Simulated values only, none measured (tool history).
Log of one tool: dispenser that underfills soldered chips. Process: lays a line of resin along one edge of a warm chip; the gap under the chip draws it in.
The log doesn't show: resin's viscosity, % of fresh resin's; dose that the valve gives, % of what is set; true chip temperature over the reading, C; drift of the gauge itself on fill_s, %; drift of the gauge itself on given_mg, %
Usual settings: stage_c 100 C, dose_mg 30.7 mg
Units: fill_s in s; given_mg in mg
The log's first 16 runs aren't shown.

run   hour  stage_c  dose_mg  hours of work since the syringe was changed  hours of work since the valve was cleaned  hours of work since the stage was calibrated  fill_s  given_mg
     163.8  -- new syringe of resin
 17  171.1       91     30.7                                            6                                         55                                           594   113.6     30.12
     179.8  -- new syringe of resin
 18  181.7       91     38.8                                            1                                         63                                           602    77.3     37.34
     196.0  -- new syringe of resin
 19  196.2      105     35.8                                            0                                         74                                           613    46.7     34.67
 20  207.4       98     29.0                                            9                                         83                                           621   119.2     27.39
     212.4  -- new syringe of resin
 21  215.6      102     31.0                                            2                                         89                                           628    64.2     29.49
     228.8  -- new syringe of resin
 22  231.9      107     32.5                                            2                                        102                                           640    53.0     30.88
 23  240.4      107     32.5                                            9                                        108                                           647    90.1     30.68
     245.5  -- new syringe of resin
 24  250.6      107     32.5                                            4                                        116                                           654    60.1     30.43

The next listed run, before its measurement:
     256.0  -- dispensing valve cleaned and set on the balance
 25  258.5      107     32.5                                            9                                          2                                           660       ?         ?

Run 25 gave fill_s 90.2 s, given_mg 32.57 mg.
Without the tool's hidden state the same run would have given fill_s 48.6 s, given_mg 32.61 mg.
